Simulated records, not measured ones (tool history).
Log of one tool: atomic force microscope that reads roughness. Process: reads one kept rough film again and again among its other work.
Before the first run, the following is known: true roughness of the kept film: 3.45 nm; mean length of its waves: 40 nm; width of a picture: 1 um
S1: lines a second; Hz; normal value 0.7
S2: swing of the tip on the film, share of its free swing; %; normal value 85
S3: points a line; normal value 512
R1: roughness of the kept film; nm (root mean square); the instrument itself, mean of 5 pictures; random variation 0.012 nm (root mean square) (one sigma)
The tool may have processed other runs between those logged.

Run 1, day 0: usual settings. Result: R1 2.809 nm (root mean square).
Run 2, day 1.171: usual settings but S1 1.347 Hz. Result: R1 2.486 nm (root mean square).
Run 3, day 1.896: usual settings but S1 1.347 Hz. Result: R1 2.407 nm (root mean square).
Run 4, day 2.65: usual settings but S1 1.347 Hz. Result: R1 2.371 nm (root mean square).
Run 5, day 3.325: usual settings but S1 1.347 Hz, S2 87 %. Result: R1 2.257 nm (root mean square).
Run 6, day 4.083: usual settings. Result: R1 2.428 nm (root mean square).
Run 7, day 4.971: usual settings but S2 80 %. Result: R1 2.404 nm (root mean square).
At day 6.012: new tip fitted.
Run 8, day 6.075: usual settings. Result: R1 2.796 nm (root mean square).
Run 9, day 7.017: usual settings. Result: R1 2.728 nm (root mean square).
Run 10, day 7.912: usual settings but S2 67 %. Result: R1 2.769 nm (root mean square).
Run 11, day 8.438: usual settings but S2 87 %. Result: R1 2.527 nm (root mean square).
Run 12, day 9.112: usual settings but S2 87 %. Result: R1 2.499 nm (root mean square).
Run 13, day 9.942: usual settings but S2 64 %. Result: R1 2.592 nm (root mean square).
Run 14, day 10.654: usual settings but S2 64 %. Result: R1 2.527 nm (root mean square).
Run 15, day 11.588: usual settings but S2 64 %. Result: R1 2.439 nm (root mean square).
At day 12.025: new tip fitted.
Run 16, day 12.5: usual settings but S2 64 %. Result: R1 2.933 nm (root mean square).
Run 17, day 13.55: usual settings but S1 3.293 Hz, S2 59 %, S3 303. Result: R1 2.627 nm (root mean square).
Run 18, day 14.6: usual settings but S1 1.025 Hz, S2 83 %, S3 342. Result: R1 2.448 nm (root mean square).
Run 19, day 15.5: usual settings but S1 2.217 Hz, S2 79 %, S3 487. Result: R1 2.159 nm (root mean square).
Run 20, day 16.125: usual settings but S1 2.389 Hz, S2 79 %, S3 460. Result: R1 2.105 nm (root mean square).
Run 21, day 17.188: usual settings but S1 0.65 Hz, S2 89 %. Result: R1 2.295 nm (root mean square).
At day 18.008: new tip fitted.
Run 22, day 18.125: usual settings but S1 0.65 Hz, S2 89 %. Result: R1 2.764 nm (root mean square).
Run 23, day 19.188: usual settings but S1 0.65 Hz, S2 89 %. Result: R1 2.665 nm (root mean square).
Run 24, day 20.204: usual settings but S1 3.865 Hz, S2 65 %, S3 711. Result: R1 2.357 nm (root mean square).
Run 25, day 20.767: usual settings but S1 3.865 Hz, S2 65 %, S3 711. Result: R1 2.333 nm (root mean square).
Run 26, day 21.6: usual settings but S1 1.001 Hz, S3 758. Result: R1 2.367 nm (root mean square).
Run 27, day 22.571: usual settings but S1 1.001 Hz, S3 758. Result: R1 2.249 nm (root mean square).
Run 28, day 23.279: usual settings but S1 0.904 Hz, S2 74 %, S3 453. Result: R1 2.377 nm (root mean square).
At day 24.042: new tip fitted.
Run 29, day 24.196: usual settings but S1 0.96 Hz, S2 63 %, S3 656. Result: R1 2.964 nm (root mean square).
Run 30, day 24.679: usual settings but S1 0.96 Hz, S2 83 %, S3 656. Result: R1 2.675 nm (root mean square).
Run 31, day 25.379: usual settings but S1 0.96 Hz, S2 83 %, S3 656. Result: R1 2.601 nm (root mean square).
Run 32, day 26.425: usual settings but S1 3.258 Hz, S2 71 %. Result: R1 2.28 nm (root mean square).

Pick out some run-to-run changes in R1. Of each, how much would a tool without hidden state show as well, from the settings, what came in and chance, and how much is left for the hidden state and any gauge scatter not in both results compared?
Hidden state at play: radius of the tip, nm; height scale over the true one, %; drift of the gauge itself on roughness_nm, %.
Run 15 -> 16: new tip fitted. R1 +0.494 nm (root mean square): hidden state +0.493, all else +0.001.
Run 21 -> 22: new tip fitted. R1 +0.469 nm (root mean square): hidden state +0.484, all else -0.015.
Run 28 -> 29: S1 0.904 -> 0.96, S2 74 -> 63, S3 453 -> 656, new tip fitted. R1 +0.587 nm (root mean square): hidden state +0.518, all else +0.069.

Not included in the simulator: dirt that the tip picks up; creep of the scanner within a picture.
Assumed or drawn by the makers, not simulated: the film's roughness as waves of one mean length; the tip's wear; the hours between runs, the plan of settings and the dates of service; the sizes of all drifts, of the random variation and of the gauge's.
